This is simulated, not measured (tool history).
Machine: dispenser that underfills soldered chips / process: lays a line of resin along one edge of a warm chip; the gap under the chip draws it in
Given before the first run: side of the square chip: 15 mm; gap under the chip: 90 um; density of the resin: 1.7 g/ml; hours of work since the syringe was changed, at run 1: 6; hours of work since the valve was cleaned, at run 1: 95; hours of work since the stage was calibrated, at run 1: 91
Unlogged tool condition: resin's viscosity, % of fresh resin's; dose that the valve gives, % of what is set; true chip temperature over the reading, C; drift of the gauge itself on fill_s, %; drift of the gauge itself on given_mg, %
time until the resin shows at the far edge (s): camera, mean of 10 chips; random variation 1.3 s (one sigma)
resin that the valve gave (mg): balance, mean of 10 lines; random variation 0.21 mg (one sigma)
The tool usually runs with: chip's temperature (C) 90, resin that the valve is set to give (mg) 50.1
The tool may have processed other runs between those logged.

| run | hour | chip's temperature (C) | resin that the valve is set to give (mg) | hours of work since the syringe was changed | hours of work since the valve was cleaned | hours of work since the stage was calibrated | time until the resin shows at the far edge (s) | resin that the valve gave (mg) |
|---|---|---|---|---|---|---|---|---|
| 1 | 0.0 | 90 | 50.1 | 6 | 95 | 91 | 164.4 | 46.73 |
| 2 | 2.2 | 90 | 50.1 | 7 | 97 | 92 | 174.2 | 46.74 |
| 3 | 5.6 | 90 | 50.1 | 10 | 99 | 94 | 193.2 | 46.52 |
|  | 6.2 | new syringe of resin |
| 4 | 10.8 | 90 | 50.1 | 3 | 102 | 98 | 139.8 | 46.72 |
| 5 | 14.3 | 103 | 50.1 | 5 | 105 | 100 | 88.9 | 46.18 |
| 6 | 17.8 | 103 | 50.1 | 8 | 107 | 102 | 100.3 | 45.86 |
| 7 | 20.6 | 103 | 50.1 | 9 | 109 | 104 | 108.3 | 46.27 |
|  | 21.3 | new syringe of resin |
| 8 | 23.6 | 81 | 50.4 | 2 | 110 | 106 | 195.4 | 46.25 |
| 9 | 28.1 | 78 | 56.0 | 5 | 113 | 109 | 258.5 | 51.24 |
| 10 | 30.2 | 103 | 60.2 | 6 | 115 | 110 | 89.0 | 55.29 |
|  | 31.9 | dispensing valve cleaned and set on the balance |
| 11 | 34.6 | 79 | 48.4 | 8 | 2 | 112 | 298.4 | 48.08 |
|  | 37.3 | new syringe of resin |
| 12 | 40.2 | 90 | 49.8 | 2 | 5 | 116 | 131.5 | 49.94 |

Branching from run 12: 3 alternative next runs. What would each branch give?
| A | 44.5 | 87 | 48.6 | 5 | 8 | 119 | ? | ? |
| B | 44.5 | 101 | 58.6 | 5 | 8 | 119 | ? | ? |
| C | 44.5 | 87 | 45.9 | 5 | 8 | 119 | ? | ? |

| run | time until the resin shows at the far edge (s) | resin that the valve gave (mg) |
|---|---|---|
| A | 175.5 | 48.47 |
| B | 92.9 | 58.02 |
| C | 178.0 | 45.65 |
Had the tool no hidden state, the same runs would have come out as:
| run | time until the resin shows at the far edge (s) | resin that the valve gave (mg) |
|---|---|---|
| A | 143.1 | 48.76 |
| B | 75.8 | 58.38 |
| C | 145.3 | 45.93 |

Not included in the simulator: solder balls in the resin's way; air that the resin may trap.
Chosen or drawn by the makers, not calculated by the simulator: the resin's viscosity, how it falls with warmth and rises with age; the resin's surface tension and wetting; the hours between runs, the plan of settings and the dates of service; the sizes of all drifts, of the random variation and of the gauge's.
